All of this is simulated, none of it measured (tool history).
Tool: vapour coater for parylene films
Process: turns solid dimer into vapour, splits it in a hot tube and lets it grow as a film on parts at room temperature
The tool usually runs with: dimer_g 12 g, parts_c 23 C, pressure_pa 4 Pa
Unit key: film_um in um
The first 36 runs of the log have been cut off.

run	hour	dimer_g	parts_c	pressure_pa	film_um
37	707.8	17	25	4	6.38
38	720.5	18	19	6.94	7.96
39	736.1	18	19	6.94	7.97
40	755.5	18	19	6.94	8
41	769.5	19	23	4	7.75
42	791.1	19	23	8.72	7.07
43	804.9	19	23	8.72	6.99
44	817.8	6	23	8.72	2.22
45	844.9	6	23	8.72	2.22
46	857.2	12	25	2.43	4.82

Forecast each of these 5 alternatives for the next run:
A	875.7	5	19	5.62	?
B	875.7	5	34	3.22	?
C	875.7	12	25	3.98	?
D	875.7	12	27	4	?
E	875.7	12	28	2.03	?

run	film_um
A	2.29
B	1.38
C	4.56
D	4.21
E	4.39
Without the tool's unlogged condition, the same runs would have read:
run	film_um
A	2.26
B	1.36
C	4.51
D	4.16
E	4.34

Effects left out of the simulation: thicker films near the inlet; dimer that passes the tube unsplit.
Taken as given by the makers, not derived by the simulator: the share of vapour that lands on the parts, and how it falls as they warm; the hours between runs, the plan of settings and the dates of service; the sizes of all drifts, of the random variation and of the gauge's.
